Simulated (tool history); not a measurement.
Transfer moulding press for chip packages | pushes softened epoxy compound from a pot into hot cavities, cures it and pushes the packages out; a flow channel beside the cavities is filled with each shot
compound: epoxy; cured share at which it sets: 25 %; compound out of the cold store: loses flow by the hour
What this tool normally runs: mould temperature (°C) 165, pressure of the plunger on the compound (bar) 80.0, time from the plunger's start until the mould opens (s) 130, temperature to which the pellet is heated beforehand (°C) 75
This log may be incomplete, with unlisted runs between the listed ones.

run	hour	mould temperature (°C)	pressure of the plunger on the compound (bar)	time from the plunger's start until the mould opens (s)	temperature to which the pellet is heated beforehand (°C)	incoming compound's hours out of the cold store	length that the compound runs in the flow channel (mm)	greatest force on the pins that push the packages out (N)
1	0.0	165	80.0	130	75	9.6	902	468
2	16.2	165	80.0	130	75	45.7	795	637
3	27.3	165	80.0	130	75	47.2	790	739
4	47.4	165	80.0	130	76	13.2	892	869
5	60.7	165	80.0	130	76	23.0	859	935
# hour 73.7: cavities cleaned with cleaning compound and waxed
6	85.2	165	80.0	120	76	14.6	883	676
7	103.7	165	76.1	130	75	10.1	879	760
8	121.6	165	80.0	170	75	39.0	809	765
9	143.1	165	80.0	170	75	13.2	884	827
# hour 147.9: cavities cleaned with cleaning compound and waxed
10	162.6	165	80.0	170	82	29.8	835	571
11	183.3	165	80.0	131	75	34.8	817	776
12	206.3	165	80.0	131	75	37.8	814	894
# hour 221.1: cavities cleaned with cleaning compound and waxed
13	221.9	165	80.0	131	75	36.9	809	484
14	243.1	168	80.0	130	75	29.7	821	667
15	254.6	168	80.0	130	71	27.0	828	712
16	272.7	160	80.0	130	75	25.3	854	1088
# hour 295.4: cavities cleaned with cleaning compound and waxed
17	297.9	170	85.5	118	65	18.6	873	468
18	309.7	170	85.5	118	66	38.0	815	595
19	323.5	165	80.0	130	84	12.3	877	755
20	343.3	165	80.0	130	70	31.2	821	836
21	356.2	168	80.0	130	75	34.8	800	858
# hour 369.0: cavities cleaned with cleaning compound and waxed
22	370.2	171	80.0	119	75	24.9	816	446
23	387.5	173	89.8	158	75	34.1	837	573
24	402.9	173	60.7	158	75	45.8	657	686
25	426.9	172	60.7	158	75	24.6	709	801
# hour 442.0: cavities cleaned with cleaning compound and waxed
26	448.3	167	80.0	118	75	42.9	775	535
27	466.1	167	80.0	118	75	28.2	816	722
# hour 480.4: plunger's sealing rings changed
28	487.6	165	67.4	130	67	26.2	800	823
29	506.6	164	67.4	130	67	26.7	798	943

Consider 3 possible next runs. They are alternatives, not a sequence: every one starts from the tool as it was left by run 29. What does each give?
# hour 518.3: cavities cleaned with cleaning compound and waxed
A	520.9	165	80.0	125	76	19.5	?	?
# hour 518.3: cavities cleaned with cleaning compound and waxed
B	520.9	164	77.4	132	73	46.8	?	?
# hour 518.3: cavities cleaned with cleaning compound and waxed
C	520.9	164	63.7	130	67	40.6	?	?

run	length that the compound runs in the flow channel (mm)	greatest force on the pins that push the packages out (N)
A	886	528
B	797	474
C	743	496
Had the tool no hidden state, the same runs would have come out as:
run	length that the compound runs in the flow channel (mm)	greatest force on the pins that push the packages out (N)
A	891	500
B	800	447
C	746	469
